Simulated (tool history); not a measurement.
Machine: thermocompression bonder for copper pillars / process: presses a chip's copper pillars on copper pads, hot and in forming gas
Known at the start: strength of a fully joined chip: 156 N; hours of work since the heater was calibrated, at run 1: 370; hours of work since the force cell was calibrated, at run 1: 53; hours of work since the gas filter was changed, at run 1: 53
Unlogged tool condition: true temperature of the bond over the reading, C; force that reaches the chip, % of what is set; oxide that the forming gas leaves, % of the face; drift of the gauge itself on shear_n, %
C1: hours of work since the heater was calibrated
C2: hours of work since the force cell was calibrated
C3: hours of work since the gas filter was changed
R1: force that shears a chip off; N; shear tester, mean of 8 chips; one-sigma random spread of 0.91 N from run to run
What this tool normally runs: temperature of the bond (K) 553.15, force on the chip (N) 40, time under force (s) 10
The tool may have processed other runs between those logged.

run 1 hour=0.0 | temperature_of_the_bond_(K)=553.15 force_on_the_chip_(N)=40 time_under_force_(s)=10 | C1=370 C2=53 C3=53 | R1=100.2
run 2 hour=19.4 | temperature_of_the_bond_(K)=553.15 force_on_the_chip_(N)=40 time_under_force_(s)=10 | C1=378 C2=61 C3=61 | R1=97.3
run 3 hour=51.5 | temperature_of_the_bond_(K)=529.15 force_on_the_chip_(N)=40 time_under_force_(s)=10 | C1=391 C2=75 C3=75 | R1=77.2
run 4 hour=79.8 | temperature_of_the_bond_(K)=529.15 force_on_the_chip_(N)=40 time_under_force_(s)=10 | C1=403 C2=87 C3=87 | R1=77.0
run 5 hour=114.4 | temperature_of_the_bond_(K)=553.15 force_on_the_chip_(N)=40 time_under_force_(s)=16 | C1=418 C2=101 C3=101 | R1=109.0
run 6 hour=156.3 | temperature_of_the_bond_(K)=553.15 force_on_the_chip_(N)=40 time_under_force_(s)=16 | C1=436 C2=119 C3=119 | R1=106.3
run 7 hour=176.7 | temperature_of_the_bond_(K)=553.15 force_on_the_chip_(N)=40 time_under_force_(s)=16 | C1=444 C2=128 C3=128 | R1=104.9
run 8 hour=210.8 | temperature_of_the_bond_(K)=553.15 force_on_the_chip_(N)=40 time_under_force_(s)=16 | C1=459 C2=142 C3=142 | R1=103.8
run 9 hour=251.3 | temperature_of_the_bond_(K)=553.15 force_on_the_chip_(N)=40 time_under_force_(s)=10 | C1=476 C2=159 C3=159 | R1=90.9
-- hour=268.8 forming gas filter changed
run 10 hour=293.4 | temperature_of_the_bond_(K)=553.15 force_on_the_chip_(N)=40 time_under_force_(s)=10 | C1=493 C2=177 C3=10 | R1=101.7
run 11 hour=332.5 | temperature_of_the_bond_(K)=553.15 force_on_the_chip_(N)=40 time_under_force_(s)=10 | C1=510 C2=193 C3=27 | R1=102.2
run 12 hour=371.7 | temperature_of_the_bond_(K)=553.15 force_on_the_chip_(N)=40 time_under_force_(s)=10 | C1=526 C2=210 C3=43 | R1=98.3
run 13 hour=402.1 | temperature_of_the_bond_(K)=553.15 force_on_the_chip_(N)=40 time_under_force_(s)=10 | C1=539 C2=222 C3=56 | R1=99.9
run 14 hour=439.6 | temperature_of_the_bond_(K)=553.15 force_on_the_chip_(N)=40 time_under_force_(s)=10 | C1=555 C2=238 C3=72 | R1=97.2
run 15 hour=468.7 | temperature_of_the_bond_(K)=553.15 force_on_the_chip_(N)=40 time_under_force_(s)=10 | C1=567 C2=250 C3=84 | R1=97.0
run 16 hour=502.3 | temperature_of_the_bond_(K)=553.15 force_on_the_chip_(N)=33 time_under_force_(s)=11 | C1=581 C2=265 C3=98 | R1=86.8
run 17 hour=531.8 | temperature_of_the_bond_(K)=553.15 force_on_the_chip_(N)=33 time_under_force_(s)=11 | C1=594 C2=277 C3=111 | R1=86.7
run 18 hour=559.6 | temperature_of_the_bond_(K)=553.15 force_on_the_chip_(N)=33 time_under_force_(s)=11 | C1=605 C2=289 C3=123 | R1=85.5
run 19 hour=586.3 | temperature_of_the_bond_(K)=583.15 force_on_the_chip_(N)=59 time_under_force_(s)=19 | C1=617 C2=300 C3=134 | R1=137.7
run 20 hour=612.1 | temperature_of_the_bond_(K)=548.15 force_on_the_chip_(N)=59 time_under_force_(s)=25 | C1=627 C2=311 C3=145 | R1=130.6

Run 21, settings as shown, results not yet in. Your forecast:
run 21 hour=654.9 | temperature_of_the_bond_(K)=548.15 force_on_the_chip_(N)=59 time_under_force_(s)=25 | C1=645 C2=329 C3=163 | R1=?

R1: 129.9 N
With the hidden condition absent and the run-to-run variation left alone, this run would have shown R1 142.6 N.
